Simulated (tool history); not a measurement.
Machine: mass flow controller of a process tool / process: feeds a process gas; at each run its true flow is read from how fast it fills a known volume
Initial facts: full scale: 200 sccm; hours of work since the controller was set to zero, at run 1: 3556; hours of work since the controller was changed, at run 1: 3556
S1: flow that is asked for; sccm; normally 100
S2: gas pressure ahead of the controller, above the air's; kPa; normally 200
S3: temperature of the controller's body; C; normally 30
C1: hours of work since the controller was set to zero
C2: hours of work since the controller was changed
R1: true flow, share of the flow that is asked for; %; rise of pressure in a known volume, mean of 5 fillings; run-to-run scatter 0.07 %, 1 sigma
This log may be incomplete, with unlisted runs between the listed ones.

{"run": 1, "day": 0.0, "S1": 100, "S2": 200, "S3": 30, "C1": 3556, "C2": 3556, "R1": 100.68}
{"run": 2, "day": 8.754, "S1": 100, "S2": 171, "S3": 30, "C1": 3650, "C2": 3650, "R1": 100.57}
{"run": 3, "day": 18.588, "S1": 100, "S2": 171, "S3": 30, "C1": 3756, "C2": 3756, "R1": 100.71}
{"run": 4, "day": 29.358, "S1": 100, "S2": 171, "S3": 30, "C1": 3871, "C2": 3871, "R1": 100.7}
{"run": 5, "day": 42.683, "S1": 100, "S2": 171, "S3": 30, "C1": 4014, "C2": 4014, "R1": 100.7}
{"run": 6, "day": 56.904, "S1": 100, "S2": 171, "S3": 30, "C1": 4167, "C2": 4167, "R1": 100.83}
{"run": 7, "day": 63.442, "S1": 100, "S2": 171, "S3": 30, "C1": 4237, "C2": 4237, "R1": 100.86}
{"run": 8, "day": 74.708, "S1": 96, "S2": 200, "S3": 30, "C1": 4358, "C2": 4358, "R1": 101.25}
{"run": 9, "day": 80.725, "S1": 96, "S2": 200, "S3": 30, "C1": 4423, "C2": 4423, "R1": 101.2}
{"run": 10, "day": 94.312, "S1": 114, "S2": 200, "S3": 30, "C1": 4568, "C2": 4568, "R1": 101.2}
{"run": 11, "day": 100.7, "S1": 114, "S2": 200, "S3": 30, "C1": 4637, "C2": 4637, "R1": 101.3}
{"run": 12, "day": 108.317, "S1": 114, "S2": 200, "S3": 30, "C1": 4719, "C2": 4719, "R1": 101.31}
{"run": 13, "day": 114.988, "S1": 100, "S2": 200, "S3": 30, "C1": 4790, "C2": 4790, "R1": 101.44}
{"run": 14, "day": 126.638, "S1": 100, "S2": 200, "S3": 30, "C1": 4915, "C2": 4915, "R1": 101.55}
{"day": 130.538, "done": "controller's zero set anew"}
{"run": 15, "day": 140.271, "S1": 100, "S2": 200, "S3": 30, "C1": 104, "C2": 5062, "R1": 99.76}
{"run": 16, "day": 151.654, "S1": 100, "S2": 200, "S3": 30, "C1": 227, "C2": 5184, "R1": 99.83}
{"run": 17, "day": 165.621, "S1": 100, "S2": 200, "S3": 30, "C1": 377, "C2": 5334, "R1": 99.99}
{"run": 18, "day": 174.658, "S1": 100, "S2": 200, "S3": 30, "C1": 474, "C2": 5431, "R1": 100.11}
{"run": 19, "day": 185.762, "S1": 100, "S2": 200, "S3": 30, "C1": 593, "C2": 5550, "R1": 100.18}
{"run": 20, "day": 196.271, "S1": 100, "S2": 200, "S3": 30, "C1": 706, "C2": 5663, "R1": 100.24}
{"run": 21, "day": 208.8, "S1": 131, "S2": 200, "S3": 30, "C1": 840, "C2": 5797, "R1": 100.68}
{"run": 22, "day": 217.167, "S1": 131, "S2": 200, "S3": 30, "C1": 930, "C2": 5887, "R1": 100.69}
{"run": 23, "day": 231.071, "S1": 131, "S2": 200, "S3": 30, "C1": 1079, "C2": 6036, "R1": 100.86}
{"run": 24, "day": 244.958, "S1": 151, "S2": 153, "S3": 30, "C1": 1228, "C2": 6185, "R1": 100.82}
{"run": 25, "day": 257.083, "S1": 67, "S2": 221, "S3": 30, "C1": 1358, "C2": 6315, "R1": 100.53}
{"run": 26, "day": 266.196, "S1": 48, "S2": 241, "S3": 28, "C1": 1456, "C2": 6413, "R1": 100.91}

What does the tool deliver on the next run?
{"run": 27, "day": 277.983, "S1": 48, "S2": 241, "S3": 28, "C1": 1583, "C2": 6540, "R1": "?"}

{"run 27": {"R1": 101.01}}
On a tool with no hidden condition, and with the same random variation, this run would have come out at R1 97.88 %.
